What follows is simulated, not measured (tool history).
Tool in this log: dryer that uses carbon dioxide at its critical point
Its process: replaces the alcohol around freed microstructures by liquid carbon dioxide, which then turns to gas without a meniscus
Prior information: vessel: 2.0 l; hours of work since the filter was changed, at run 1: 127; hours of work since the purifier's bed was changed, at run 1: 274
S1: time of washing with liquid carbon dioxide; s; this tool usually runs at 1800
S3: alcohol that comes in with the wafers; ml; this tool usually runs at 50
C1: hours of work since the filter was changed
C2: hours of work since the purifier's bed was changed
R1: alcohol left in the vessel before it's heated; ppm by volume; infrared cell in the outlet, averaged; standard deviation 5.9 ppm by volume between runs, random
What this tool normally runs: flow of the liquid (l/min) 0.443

{"run": 1, "hour": 0.0, "S1": 1800, "flow of the liquid (l/min)": 0.443, "S3": 50, "C1": 127, "C2": 274, "R1": 428}
{"run": 2, "hour": 15.6, "S1": 2760, "flow of the liquid (l/min)": 0.443, "S3": 50, "C1": 134, "C2": 281, "R1": 100}
{"run": 3, "hour": 26.8, "S1": 2760, "flow of the liquid (l/min)": 0.443, "S3": 50, "C1": 139, "C2": 286, "R1": 99}
{"run": 4, "hour": 34.4, "S1": 1800, "flow of the liquid (l/min)": 0.443, "S3": 50, "C1": 142, "C2": 289, "R1": 463}
{"run": 5, "hour": 50.0, "S1": 1800, "flow of the liquid (l/min)": 0.443, "S3": 50, "C1": 149, "C2": 296, "R1": 471}
{"run": 6, "hour": 64.0, "S1": 1800, "flow of the liquid (l/min)": 0.443, "S3": 50, "C1": 156, "C2": 302, "R1": 470}
{"run": 7, "hour": 75.4, "S1": 2460, "flow of the liquid (l/min)": 0.365, "S3": 50, "C1": 161, "C2": 307, "R1": 329}
{"run": 8, "hour": 90.1, "S1": 1920, "flow of the liquid (l/min)": 0.365, "S3": 50, "C1": 167, "C2": 314, "R1": 799}
{"run": 9, "hour": 97.7, "S1": 1140, "flow of the liquid (l/min)": 0.275, "S3": 64, "C1": 170, "C2": 317, "R1": 6657}

The next listed run, before its measurement:
{"run": 10, "hour": 110.0, "S1": 2280, "flow of the liquid (l/min)": 0.443, "S3": 43, "C1": 176, "C2": 323, "R1": "?"}

{"run 10": {"R1": 205}}
With no hidden state in the tool, this same run would have given R1 54 ppm by volume.
